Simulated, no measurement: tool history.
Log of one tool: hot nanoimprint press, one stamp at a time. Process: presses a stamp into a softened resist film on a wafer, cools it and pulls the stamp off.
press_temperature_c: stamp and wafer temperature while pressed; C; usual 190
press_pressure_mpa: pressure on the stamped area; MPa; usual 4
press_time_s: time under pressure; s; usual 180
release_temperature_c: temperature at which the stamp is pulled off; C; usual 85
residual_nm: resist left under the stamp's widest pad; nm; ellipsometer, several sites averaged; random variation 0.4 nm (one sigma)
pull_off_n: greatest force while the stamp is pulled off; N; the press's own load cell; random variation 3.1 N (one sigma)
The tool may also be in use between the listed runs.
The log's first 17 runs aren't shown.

{"run": 18, "hour": 201.8, "press_temperature_c": 190, "press_pressure_mpa": 3.97, "press_time_s": 180, "release_temperature_c": 85, "residual_nm": 128.5, "pull_off_n": 190}
{"run": 19, "hour": 210.1, "press_temperature_c": 190, "press_pressure_mpa": 3.97, "press_time_s": 180, "release_temperature_c": 88, "residual_nm": 128.4, "pull_off_n": 174}
{"run": 20, "hour": 225.3, "press_temperature_c": 199, "press_pressure_mpa": 6.28, "press_time_s": 262, "release_temperature_c": 92, "residual_nm": 65.2, "pull_off_n": 163}
{"run": 21, "hour": 233.8, "press_temperature_c": 199, "press_pressure_mpa": 6.28, "press_time_s": 262, "release_temperature_c": 92, "residual_nm": 64.9, "pull_off_n": 158}
{"run": 22, "hour": 247.7, "press_temperature_c": 197, "press_pressure_mpa": 4, "press_time_s": 278, "release_temperature_c": 77, "residual_nm": 87, "pull_off_n": 237}
{"run": 23, "hour": 262.9, "press_temperature_c": 179, "press_pressure_mpa": 2.68, "press_time_s": 151, "release_temperature_c": 73, "residual_nm": 219.1, "pull_off_n": 240}
{"run": 24, "hour": 277.5, "press_temperature_c": 179, "press_pressure_mpa": 2.68, "press_time_s": 151, "release_temperature_c": 73, "residual_nm": 218.8, "pull_off_n": 247}
{"run": 25, "hour": 284.3, "press_temperature_c": 190, "press_pressure_mpa": 3.25, "press_time_s": 171, "release_temperature_c": 85, "residual_nm": 144.7, "pull_off_n": 200}
{"hour": 304.5, "done": "stamp cleaned and given a new release coat"}
{"run": 26, "hour": 304.5, "press_temperature_c": 185, "press_pressure_mpa": 3.25, "press_time_s": 171, "release_temperature_c": 89, "residual_nm": 168.1, "pull_off_n": 126}
{"run": 27, "hour": 315.9, "press_temperature_c": 185, "press_pressure_mpa": 3.25, "press_time_s": 171, "release_temperature_c": 89, "residual_nm": 168.2, "pull_off_n": 133}
{"run": 28, "hour": 327.7, "press_temperature_c": 190, "press_pressure_mpa": 5.64, "press_time_s": 163, "release_temperature_c": 85, "residual_nm": 110.7, "pull_off_n": 148}
{"run": 29, "hour": 336.6, "press_temperature_c": 190, "press_pressure_mpa": 4, "press_time_s": 242, "release_temperature_c": 90, "residual_nm": 114.9, "pull_off_n": 133}
{"run": 30, "hour": 350.2, "press_temperature_c": 179, "press_pressure_mpa": 5.34, "press_time_s": 242, "release_temperature_c": 86, "residual_nm": 145.4, "pull_off_n": 150}

Forecast each of these 4 alternatives for the next run:
{"run": "A", "hour": 360.7, "press_temperature_c": 179, "press_pressure_mpa": 3.74, "press_time_s": 242, "release_temperature_c": 86, "residual_nm": "?", "pull_off_n": "?"}
{"run": "B", "hour": 360.7, "press_temperature_c": 188, "press_pressure_mpa": 3.22, "press_time_s": 305, "release_temperature_c": 85, "residual_nm": "?", "pull_off_n": "?"}
{"run": "C", "hour": 360.7, "press_temperature_c": 189, "press_pressure_mpa": 3.25, "press_time_s": 180, "release_temperature_c": 90, "residual_nm": "?", "pull_off_n": "?"}
{"run": "D", "hour": 360.7, "press_temperature_c": 179, "press_pressure_mpa": 2.74, "press_time_s": 205, "release_temperature_c": 83, "residual_nm": "?", "pull_off_n": "?"}

run=A residual_nm=170.5 pull_off_n=149
run=B residual_nm=125.7 pull_off_n=148
run=C residual_nm=146.2 pull_off_n=134
run=D residual_nm=203 pull_off_n=164
Without the tool's hidden state the same runs would have given:
run=A residual_nm=171.1 pull_off_n=144
run=B residual_nm=126.2 pull_off_n=143
run=C residual_nm=146.7 pull_off_n=129
run=D residual_nm=204 pull_off_n=158

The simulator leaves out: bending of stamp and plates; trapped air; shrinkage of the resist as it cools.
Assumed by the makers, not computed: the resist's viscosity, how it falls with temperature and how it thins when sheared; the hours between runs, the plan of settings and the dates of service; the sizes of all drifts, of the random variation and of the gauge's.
